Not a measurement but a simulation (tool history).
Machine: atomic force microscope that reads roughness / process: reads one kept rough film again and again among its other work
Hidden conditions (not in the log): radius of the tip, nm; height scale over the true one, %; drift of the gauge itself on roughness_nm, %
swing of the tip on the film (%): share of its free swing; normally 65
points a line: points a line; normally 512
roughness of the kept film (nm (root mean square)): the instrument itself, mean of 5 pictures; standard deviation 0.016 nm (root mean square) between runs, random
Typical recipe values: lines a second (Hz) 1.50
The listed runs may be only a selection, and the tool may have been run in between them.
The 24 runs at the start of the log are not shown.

run,hour,lines a second (Hz),swing of the tip on the film (%),points a line,pictures with this tip,hours of work since the height scale was calibrated,roughness of the kept film (nm (root mean square))
25,430.6,1.91,68,865,147,657,2.493
26,455.1,1.91,68,865,179,675,2.320
27,478.0,0.80,74,355,209,691,2.183
28,500.3,0.80,65,303,239,706,2.077
29,511.5,0.80,65,540,253,714,2.056
30,523.1,0.80,65,540,269,722,2.000
31,534.4,0.63,76,512,284,730,1.915
# hour 545.4: new tip fitted
32,556.7,0.63,76,512,15,746,3.793
33,570.2,2.83,65,793,33,755,3.449
34,589.0,0.63,65,400,58,768,3.326
35,610.8,2.74,65,400,86,784,2.899
36,623.4,1.50,65,400,103,793,2.856
37,639.7,1.50,56,512,125,804,2.763
38,655.0,2.62,60,306,145,815,2.487
39,673.1,2.85,84,512,168,827,2.108
40,690.6,2.01,62,560,192,840,2.301
41,707.7,2.88,64,512,214,852,2.144
42,721.3,0.52,81,512,232,861,2.133
43,732.0,0.63,61,512,246,869,2.117
44,757.1,1.46,66,707,279,886,1.957
# hour 770.3: new tip fitted
45,775.2,1.50,71,344,6,899,3.792
46,786.1,0.66,83,581,21,906,3.679

What if the next run were any one of these 5? Each begins from the tool's condition after run 46:
A,799.8,2.44,66,697,39,916,?
B,799.8,3.14,65,348,39,916,?
C,799.8,0.66,56,686,39,916,?
D,799.8,0.66,64,878,39,916,?
E,799.8,0.87,90,428,39,916,?

run,roughness of the kept film (nm (root mean square))
A,3.386
B,3.321
C,3.619
D,3.593
E,3.347
The same runs, with their run-to-run variation unchanged, on a tool lacking any hidden condition would have given:
run,roughness of the kept film (nm (root mean square))
A,3.881
B,3.806
C,4.148
D,4.119
E,3.835

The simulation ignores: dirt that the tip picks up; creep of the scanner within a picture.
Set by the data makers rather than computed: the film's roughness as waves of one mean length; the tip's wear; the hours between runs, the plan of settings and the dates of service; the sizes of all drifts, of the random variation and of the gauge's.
